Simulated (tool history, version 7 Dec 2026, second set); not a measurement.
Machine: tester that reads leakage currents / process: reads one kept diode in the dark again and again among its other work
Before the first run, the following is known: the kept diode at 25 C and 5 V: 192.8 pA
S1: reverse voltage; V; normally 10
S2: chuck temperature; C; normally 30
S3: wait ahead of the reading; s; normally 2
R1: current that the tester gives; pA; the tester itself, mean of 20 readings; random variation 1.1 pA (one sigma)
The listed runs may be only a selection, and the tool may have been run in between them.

{"run": 1, "hour": 0.0, "S1": 10, "S2": 30, "S3": 2, "R1": 364.92}
{"hour": 90.9, "done": "tester calibrated"}
{"run": 2, "hour": 228.3, "S1": 10, "S2": 30, "S3": 2, "R1": 364.16}
{"run": 3, "hour": 352.0, "S1": 10, "S2": 30, "S3": 2, "R1": 365.56}
{"run": 4, "hour": 633.4, "S1": 10, "S2": 30, "S3": 2, "R1": 365.86}
{"run": 5, "hour": 916.1, "S1": 10, "S2": 30, "S3": 2, "R1": 365.04}
{"run": 6, "hour": 1142.8, "S1": 15.8, "S2": 30, "S3": 2, "R1": 436.05}
{"run": 7, "hour": 1413.0, "S1": 15.8, "S2": 30, "S3": 2, "R1": 437.58}
{"hour": 1567.3, "done": "chuck's temperature calibrated"}
{"run": 8, "hour": 1648.4, "S1": 3.4, "S2": 23, "S3": 1.04, "R1": 143.05}
{"run": 9, "hour": 1877.3, "S1": 3.4, "S2": 23, "S3": 1.04, "R1": 142.57}
{"run": 10, "hour": 2051.6, "S1": 10.8, "S2": 30, "S3": 0.6, "R1": 378.6}
{"run": 11, "hour": 2328.6, "S1": 19.4, "S2": 53, "S3": 2, "R1": 2194.13}
{"run": 12, "hour": 2518.7, "S1": 2.5, "S2": 59, "S3": 0.36, "R1": 1407.81}

4 options for the next run, each taken on its own from the tool as it stands now. Forecast them:
{"run": "A", "hour": 2718.8, "S1": 18.8, "S2": 30, "S3": 1.17, "R1": "?"}
{"run": "B", "hour": 2718.8, "S1": 7.4, "S2": 53, "S3": 1.47, "R1": "?"}
{"run": "C", "hour": 2718.8, "S1": 10, "S2": 37, "S3": 2, "R1": "?"}
{"run": "D", "hour": 2718.8, "S1": 8.3, "S2": 30, "S3": 2, "R1": "?"}

run=A R1=470.99
run=B R1=1506.49
run=C R1=595.36
run=D R1=339.36
Stripped of hidden state, with their random variation kept, the same runs would have yielded:
run=A R1=470.63
run=B R1=1506.33
run=C R1=595.17
run=D R1=339.2

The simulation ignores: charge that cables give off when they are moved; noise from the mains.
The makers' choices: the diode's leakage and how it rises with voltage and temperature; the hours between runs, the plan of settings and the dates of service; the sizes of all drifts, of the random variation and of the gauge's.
